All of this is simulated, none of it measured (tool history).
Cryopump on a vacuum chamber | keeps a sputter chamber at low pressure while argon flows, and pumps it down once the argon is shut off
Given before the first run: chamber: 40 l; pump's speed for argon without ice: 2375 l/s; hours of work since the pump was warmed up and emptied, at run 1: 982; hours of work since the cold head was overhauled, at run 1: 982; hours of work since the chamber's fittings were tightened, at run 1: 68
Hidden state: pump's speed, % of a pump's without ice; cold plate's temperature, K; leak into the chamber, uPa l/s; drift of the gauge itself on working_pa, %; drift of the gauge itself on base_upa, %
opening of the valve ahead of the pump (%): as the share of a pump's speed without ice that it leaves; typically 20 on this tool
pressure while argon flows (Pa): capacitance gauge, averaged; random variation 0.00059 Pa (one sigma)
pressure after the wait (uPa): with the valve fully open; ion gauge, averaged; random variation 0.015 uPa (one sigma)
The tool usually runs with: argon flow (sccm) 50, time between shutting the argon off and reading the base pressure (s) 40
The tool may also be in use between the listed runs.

run	hour	argon flow (sccm)	time between shutting the argon off and reading the base pressure (s)	opening of the valve ahead of the pump (%)	hours of work since the pump was warmed up and emptied	hours of work since the cold head was overhauled	hours of work since the chamber's fittings were tightened	pressure while argon flows (Pa)	pressure after the wait (uPa)
1	0.0	50	40	20	982	982	68	0.1839	0.87
2	55.6	50	40	20	1016	1016	102	0.1838	0.90
3	99.0	50	40	20	1043	1043	129	0.1853	0.89
4	186.4	50	40	20	1097	1097	183	0.1862	0.90
5	235.9	50	40	20	1128	1128	214	0.1859	0.92
6	331.1	50	40	20	1187	1187	273	0.1849	0.92
# hour 354.4: pump warmed up, emptied and cooled again
7	411.2	50	40	20	35	1234	320	0.1787	0.89
8	490.0	50	40	20	84	1283	369	0.1797	0.90
9	530.1	50	40	20	109	1308	394	0.1793	0.90
10	604.3	50	40	20	155	1354	440	0.1789	0.91
11	646.1	50	40	20	181	1380	465	0.1801	0.90
12	714.6	39	119	40	223	1422	508	0.0709	0.44
13	772.0	28	87	40	259	1458	544	0.0511	0.55
14	827.7	89	262	27	294	1492	578	0.2395	0.35
15	901.6	71	204	35	339	1538	624	0.1486	0.36

Run 16 is up next; what results do you expect?
16	981.6	71	204	35	389	1588	674	?	?

pressure while argon flows (Pa): 0.1483
pressure after the wait (uPa): 0.38
The same run, on a tool lacking any hidden state, would have yielded pressure while argon flows (Pa) 0.1440, pressure after the wait (uPa) 0.26.

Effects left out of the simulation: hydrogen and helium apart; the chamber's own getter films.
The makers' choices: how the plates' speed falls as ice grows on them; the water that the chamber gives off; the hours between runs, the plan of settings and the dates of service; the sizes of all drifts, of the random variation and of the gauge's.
